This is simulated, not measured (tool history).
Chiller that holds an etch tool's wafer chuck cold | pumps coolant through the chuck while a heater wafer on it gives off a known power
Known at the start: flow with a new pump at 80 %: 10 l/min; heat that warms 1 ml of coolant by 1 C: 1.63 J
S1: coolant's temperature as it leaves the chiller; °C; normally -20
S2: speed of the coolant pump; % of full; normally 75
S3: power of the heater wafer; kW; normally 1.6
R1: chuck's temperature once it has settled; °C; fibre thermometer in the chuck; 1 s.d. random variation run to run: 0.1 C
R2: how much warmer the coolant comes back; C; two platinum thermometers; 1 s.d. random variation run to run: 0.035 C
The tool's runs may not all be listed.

| run | day | S1 | S2 | S3 | R1 | R2 |
|---|---|---|---|---|---|---|
| 1 | 0 | -20 | 75 | 1.6 | -7 | 6.26 |
| 2 | 1.983 | -12 | 75 | 1.6 | 1 | 6.22 |
| 3 | 3.271 | -12 | 75 | 1.6 | 0.9 | 6.27 |
| 4 | 5.154 | -12 | 75 | 1.6 | 1 | 6.31 |
| 5 | 7.621 | -12 | 75 | 1.6 | 0.9 | 6.26 |
| 6 | 9.367 | -12 | 75 | 1.6 | 0.8 | 6.25 |
| 7 | 11.867 | -20 | 75 | 1.052 | -11.4 | 4.06 |
| 8 | 14.004 | -20 | 75 | 1.052 | -11.5 | 4.07 |
|  | 14.783 | coolant changed, channels flushed |
| 9 | 16.533 | -20 | 75 | 1.052 | -11.6 | 4.14 |
| 10 | 17.971 | -21 | 75 | 1.6 | -8.2 | 6.21 |
| 11 | 19.758 | -21 | 75 | 1.158 | -11.6 | 4.42 |
| 12 | 21.292 | -20 | 75 | 1.6 | -7.1 | 6.26 |
| 13 | 22.904 | -20 | 75 | 1.6 | -7.1 | 6.21 |
| 14 | 25.588 | -20 | 74 | 1.6 | -6.9 | 6.29 |
| 15 | 28.154 | -20 | 66 | 1.586 | -5.9 | 6.95 |
| 16 | 29.796 | -20 | 66 | 1.586 | -5.6 | 6.99 |
| 17 | 32.379 | -20 | 66 | 1.586 | -6 | 6.93 |
| 18 | 34.3 | -20 | 66 | 1.586 | -5.7 | 6.92 |
| 19 | 37.054 | -20 | 66 | 1.586 | -5.6 | 6.99 |
| 20 | 38.583 | -20 | 75 | 1.728 | -6 | 6.61 |
| 21 | 40.554 | -20 | 100 | 1.728 | -8.9 | 4.9 |
| 22 | 42.912 | -20 | 100 | 1.728 | -8.8 | 4.87 |
| 23 | 44.158 | -20 | 100 | 1.728 | -9.1 | 4.94 |
| 24 | 45.692 | -25 | 84 | 1.144 | -16.7 | 3.78 |
| 25 | 47.758 | -23 | 68 | 1.35 | -11.2 | 5.6 |
| 26 | 49.504 | -18 | 92 | 2.115 | -3.6 | 6.5 |

5 ways to go on from here, each from the tool as it stands after run 26. What would each give?
| A | 50.867 | -14 | 75 | 1.948 | ? | ? |
| B | 50.867 | -13 | 87 | 0.922 | ? | ? |
| C | 50.867 | -16 | 75 | 1.6 | ? | ? |
| D | 50.867 | -16 | 88 | 2.122 | ? | ? |
| E | 50.867 | -17 | 75 | 1.533 | ? | ? |

| run | R1 | R2 |
|---|---|---|
| A | 1.7 | 7.47 |
| B | -6.3 | 2.94 |
| C | -3 | 6.03 |
| D | -1.1 | 6.89 |
| E | -4.7 | 5.77 |
With no hidden state in the tool, these same runs would have given:
| run | R1 | R2 |
|---|---|---|
| A | 1.6 | 7.7 |
| B | -6.3 | 3.18 |
| C | -3 | 6.26 |
| D | -1.1 | 7.12 |
| E | -4.7 | 6 |
